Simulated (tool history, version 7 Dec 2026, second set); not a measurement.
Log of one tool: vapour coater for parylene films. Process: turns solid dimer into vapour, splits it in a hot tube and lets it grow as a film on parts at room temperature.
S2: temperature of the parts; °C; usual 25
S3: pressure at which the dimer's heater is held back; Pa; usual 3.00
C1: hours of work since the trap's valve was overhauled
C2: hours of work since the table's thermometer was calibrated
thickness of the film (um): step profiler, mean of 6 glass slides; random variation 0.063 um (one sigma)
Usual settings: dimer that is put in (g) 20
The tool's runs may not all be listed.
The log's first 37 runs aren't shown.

run 38 hour=584.1 | dimer_that_is_put_in_(g)=9 S2=24 S3=9.60 | C1=519 C2=770 | thickness_of_the_film_(um)=2.39
run 39 hour=605.2 | dimer_that_is_put_in_(g)=9 S2=24 S3=9.60 | C1=534 C2=785 | thickness_of_the_film_(um)=2.35
run 40 hour=618.1 | dimer_that_is_put_in_(g)=9 S2=25 S3=4.30 | C1=544 C2=794 | thickness_of_the_film_(um)=2.71
-- hour=635.5 trap's valve overhauled
run 41 hour=636.0 | dimer_that_is_put_in_(g)=10 S2=36 S3=6.36 | C1=0 C2=804 | thickness_of_the_film_(um)=2.14
run 42 hour=646.3 | dimer_that_is_put_in_(g)=10 S2=21 S3=7.01 | C1=8 C2=812 | thickness_of_the_film_(um)=3.65
run 43 hour=665.6 | dimer_that_is_put_in_(g)=20 S2=26 S3=4.94 | C1=22 C2=825 | thickness_of_the_film_(um)=6.55
run 44 hour=682.8 | dimer_that_is_put_in_(g)=11 S2=25 S3=2.30 | C1=34 C2=838 | thickness_of_the_film_(um)=4.49
run 45 hour=697.0 | dimer_that_is_put_in_(g)=22 S2=25 S3=6.34 | C1=44 C2=848 | thickness_of_the_film_(um)=6.91

5 ways to go on from here, each from the tool as it stands after run 45. What would each give?
run A hour=709.1 | dimer_that_is_put_in_(g)=13 S2=22 S3=6.87 | C1=53 C2=857 | thickness_of_the_film_(um)=?
run B hour=709.1 | dimer_that_is_put_in_(g)=20 S2=31 S3=4.40 | C1=53 C2=857 | thickness_of_the_film_(um)=?
run C hour=709.1 | dimer_that_is_put_in_(g)=13 S2=25 S3=11.70 | C1=53 C2=857 | thickness_of_the_film_(um)=?
run D hour=709.1 | dimer_that_is_put_in_(g)=10 S2=18 S3=3.10 | C1=53 C2=857 | thickness_of_the_film_(um)=?
run E hour=709.1 | dimer_that_is_put_in_(g)=22 S2=17 S3=11.95 | C1=53 C2=857 | thickness_of_the_film_(um)=?

run=A thickness_of_the_film_(um)=4.49
run=B thickness_of_the_film_(um)=5.55
run=C thickness_of_the_film_(um)=3.51
run=D thickness_of_the_film_(um)=4.35
run=E thickness_of_the_film_(um)=7.93
Without the tool's hidden state the same runs would have given:
run=A thickness_of_the_film_(um)=4.38
run=B thickness_of_the_film_(um)=5.41
run=C thickness_of_the_film_(um)=3.42
run=D thickness_of_the_film_(um)=4.42
run=E thickness_of_the_film_(um)=7.73
